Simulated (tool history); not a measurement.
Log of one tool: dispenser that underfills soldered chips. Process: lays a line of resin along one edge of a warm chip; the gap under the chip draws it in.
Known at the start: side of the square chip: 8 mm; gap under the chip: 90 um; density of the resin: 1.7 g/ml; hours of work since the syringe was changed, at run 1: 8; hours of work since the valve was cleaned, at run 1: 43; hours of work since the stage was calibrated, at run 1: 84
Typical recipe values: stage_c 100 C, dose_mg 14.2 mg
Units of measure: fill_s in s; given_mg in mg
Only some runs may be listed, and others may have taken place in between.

| run | day | stage_c | dose_mg | hours of work since the syringe was changed | hours of work since the valve was cleaned | hours of work since the stage was calibrated | fill_s | given_mg |
|---|---|---|---|---|---|---|---|---|
| 1 | 0 | 100 | 14.2 | 8 | 43 | 84 | 67.6 | 13.87 |
| 2 | 0.192 | 100 | 14.2 | 11 | 46 | 88 | 79.1 | 13.9 |
|  | 0.254 | new syringe of resin |
| 3 | 0.421 | 100 | 14.2 | 3 | 50 | 92 | 53.2 | 13.93 |
| 4 | 0.575 | 104 | 14.2 | 6 | 53 | 94 | 53.9 | 13.84 |
| 5 | 0.758 | 104 | 14.2 | 9 | 56 | 98 | 61.9 | 13.79 |
|  | 0.933 | new syringe of resin |
| 6 | 0.933 | 104 | 14.2 | 0 | 59 | 101 | 41.7 | 13.81 |
| 7 | 1.154 | 90 | 14.2 | 4 | 63 | 105 | 85.2 | 13.84 |
| 8 | 1.404 | 100 | 15.1 | 9 | 68 | 109 | 71.7 | 14.72 |
|  | 1.612 | new syringe of resin |
| 9 | 1.683 | 100 | 15.1 | 1 | 73 | 114 | 50 | 14.63 |
| 10 | 1.938 | 85 | 15.1 | 6 | 77 | 119 | 111.6 | 14.69 |
|  | 2.075 | dispensing valve cleaned and set on the balance |
| 11 | 2.2 | 85 | 15.1 | 10 | 2 | 123 | 135.8 | 14.99 |
|  | 2.325 | new syringe of resin |
| 12 | 2.404 | 85 | 15.1 | 1 | 6 | 126 | 90.1 | 14.95 |
| 13 | 2.6 | 85 | 15.1 | 5 | 9 | 130 | 108.9 | 14.97 |
| 14 | 2.792 | 85 | 15.1 | 8 | 13 | 133 | 129.2 | 14.96 |
| 15 | 2.975 | 85 | 15.1 | 12 | 16 | 136 | 149.3 | 15.13 |
|  | 3 | new syringe of resin |
| 16 | 3.221 | 100 | 14.2 | 4 | 20 | 141 | 57.1 | 14.12 |
| 17 | 3.45 | 100 | 14.2 | 8 | 25 | 145 | 71.1 | 14.02 |
| 18 | 3.629 | 100 | 14.2 | 11 | 28 | 148 | 81.5 | 13.98 |
|  | 3.675 | new syringe of resin |
| 19 | 3.833 | 100 | 14.2 | 3 | 31 | 152 | 54.4 | 14.04 |
| 20 | 4.025 | 100 | 14.2 | 6 | 35 | 155 | 64 | 13.99 |
| 21 | 4.167 | 108 | 18.3 | 9 | 37 | 158 | 52.6 | 18.1 |
|  | 4.346 | new syringe of resin |
| 22 | 4.35 | 86 | 17.5 | 0 | 40 | 161 | 80.8 | 17.21 |
| 23 | 4.617 | 86 | 17.5 | 5 | 45 | 166 | 104.3 | 17 |
| 24 | 4.846 | 99 | 18.2 | 9 | 49 | 170 | 75.9 | 17.8 |
|  | 5.017 | new syringe of resin |
| 25 | 5.088 | 113 | 15.4 | 1 | 53 | 174 | 31.6 | 15 |
| 26 | 5.292 | 113 | 15.4 | 5 | 57 | 178 | 38.4 | 15.08 |
| 27 | 5.575 | 113 | 15.4 | 10 | 62 | 183 | 48.7 | 14.95 |
|  | 5.696 | new syringe of resin |
| 28 | 5.771 | 113 | 15.4 | 1 | 66 | 186 | 32.1 | 14.93 |
| 29 | 5.996 | 113 | 15.4 | 5 | 70 | 190 | 39.3 | 14.89 |
| 30 | 6.2 | 107 | 15.3 | 9 | 73 | 194 | 56.8 | 14.85 |
|  | 6.358 | new syringe of resin |
| 31 | 6.396 | 93 | 17 | 1 | 77 | 197 | 64.9 | 16.42 |
|  | 6.583 | dispensing valve cleaned and set on the balance |
| 32 | 6.704 | 104 | 14.2 | 6 | 2 | 202 | 54.9 | 14.3 |
| 33 | 6.929 | 115 | 13 | 10 | 6 | 206 | 44.5 | 12.93 |
|  | 7.067 | new syringe of resin |
| 34 | 7.075 | 115 | 13 | 0 | 9 | 208 | 29.5 | 12.98 |
| 35 | 7.333 | 113 | 16.7 | 5 | 13 | 213 | 38.1 | 16.7 |

Below are 4 alternative next runs, each starting from the tool's condition after run 35. Predict each:
| A | 7.617 | 103 | 18.1 | 10 | 19 | 218 | ? | ? |
| B | 7.617 | 103 | 16.1 | 10 | 19 | 218 | ? | ? |
| C | 7.617 | 89 | 12.1 | 10 | 19 | 218 | ? | ? |
| D | 7.617 | 103 | 12.8 | 10 | 19 | 218 | ? | ? |

| run | fill_s | given_mg |
|---|---|---|
| A | 69.1 | 18 |
| B | 69.7 | 16.22 |
| C | 128.8 | 11.96 |
| D | 73 | 12.74 |
Take away the tool's hidden state, keep each run's random variation, and the runs would have read:
| run | fill_s | given_mg |
|---|---|---|
| A | 40 | 18.08 |
| B | 40.2 | 16.3 |
| C | 73.9 | 12.01 |
| D | 42.1 | 12.79 |
